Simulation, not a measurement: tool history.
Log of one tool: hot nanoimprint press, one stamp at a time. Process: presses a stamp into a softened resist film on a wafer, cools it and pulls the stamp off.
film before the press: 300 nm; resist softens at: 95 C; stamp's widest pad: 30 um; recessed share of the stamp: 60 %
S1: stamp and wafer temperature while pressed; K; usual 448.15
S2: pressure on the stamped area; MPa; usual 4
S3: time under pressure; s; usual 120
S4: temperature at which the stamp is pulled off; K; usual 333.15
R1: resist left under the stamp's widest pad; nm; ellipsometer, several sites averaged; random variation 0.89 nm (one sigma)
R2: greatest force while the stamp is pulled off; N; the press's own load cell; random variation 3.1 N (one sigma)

Run 1, day 0: usual settings. Result: R1 128.5 nm, R2 168 N.
Run 2, day 0.383: usual settings. Result: R1 130.5 nm, R2 176 N.
At day 0.867: stamp cleaned and given a new release coat.
Run 3, day 1.108: usual settings. Result: R1 128.8 nm, R2 144 N.
Run 4, day 1.375: usual settings. Result: R1 129.3 nm, R2 150 N.
Run 5, day 1.958: usual settings. Result: R1 130.9 nm, R2 143 N.
Run 6, day 2.562: usual settings. Result: R1 129.7 nm, R2 161 N.
Run 7, day 2.938: usual settings but S4 323.15 K. Result: R1 130.7 nm, R2 175 N.
Run 8, day 3.525: usual settings but S2 5.05 MPa, S4 323.15 K. Result: R1 116.9 nm, R2 178 N.
Run 9, day 3.817: usual settings but S2 5.05 MPa, S3 138 s, S4 332.15 K. Result: R1 110.3 nm, R2 170 N.

Run 10 comes next. What will it give?
Run 10, day 4.133: usual settings but S2 5.05 MPa, S3 138 s, S4 332.15 K. Result: R1 ?, R2 ?.

{"run 10": {"R1": 110.9, "R2": 167}}
Without the tool's hidden state the same run would have given R1 103 nm, R2 144 N.
